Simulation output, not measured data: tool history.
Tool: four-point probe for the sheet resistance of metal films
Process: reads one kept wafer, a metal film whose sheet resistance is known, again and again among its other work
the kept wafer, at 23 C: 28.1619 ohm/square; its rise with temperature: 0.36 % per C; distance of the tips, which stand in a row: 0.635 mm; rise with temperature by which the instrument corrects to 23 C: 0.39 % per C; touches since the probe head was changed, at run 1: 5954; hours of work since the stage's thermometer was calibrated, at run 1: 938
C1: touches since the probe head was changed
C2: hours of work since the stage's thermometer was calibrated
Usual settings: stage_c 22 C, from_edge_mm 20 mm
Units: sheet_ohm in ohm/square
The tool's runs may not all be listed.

run 1 day=0 | stage_c=22 from_edge_mm=20 | C1=5954 C2=938 | sheet_ohm=28.246627
run 2 day=0.608 | stage_c=22 from_edge_mm=20 | C1=6094 C2=944 | sheet_ohm=28.244247
run 3 day=1.517 | stage_c=22 from_edge_mm=20 | C1=6305 C2=953 | sheet_ohm=28.243128
run 4 day=2.038 | stage_c=22 from_edge_mm=20 | C1=6425 C2=958 | sheet_ohm=28.251686
run 5 day=3.046 | stage_c=28 from_edge_mm=20 | C1=6658 C2=969 | sheet_ohm=28.18805
run 6 day=3.625 | stage_c=28 from_edge_mm=20 | C1=6792 C2=974 | sheet_ohm=28.175929
run 7 day=4.371 | stage_c=35 from_edge_mm=3 | C1=6965 C2=982 | sheet_ohm=28.760063
run 8 day=5.317 | stage_c=35 from_edge_mm=3 | C1=7183 C2=991 | sheet_ohm=28.76582
run 9 day=5.796 | stage_c=28 from_edge_mm=16 | C1=7294 C2=996 | sheet_ohm=28.184423
run 10 day=6.45 | stage_c=21 from_edge_mm=21 | C1=7445 C2=1003 | sheet_ohm=28.253343

Forecast each of these 4 alternatives for the next run:
run A day=7.079 | stage_c=31 from_edge_mm=20 | C1=7591 C2=1009 | sheet_ohm=?
run B day=7.079 | stage_c=29 from_edge_mm=56 | C1=7591 C2=1009 | sheet_ohm=?
run C day=7.079 | stage_c=35 from_edge_mm=3 | C1=7591 C2=1009 | sheet_ohm=?
run D day=7.079 | stage_c=24 from_edge_mm=14 | C1=7591 C2=1009 | sheet_ohm=?

run=A sheet_ohm=28.161999
run=B sheet_ohm=28.165586
run=C sheet_ohm=28.763797
run=D sheet_ohm=28.240063
Without the tool's hidden state the same runs would have given:
run=A sheet_ohm=28.103162
run=B sheet_ohm=28.10664
run=C sheet_ohm=28.703984
run=D sheet_ohm=28.180707
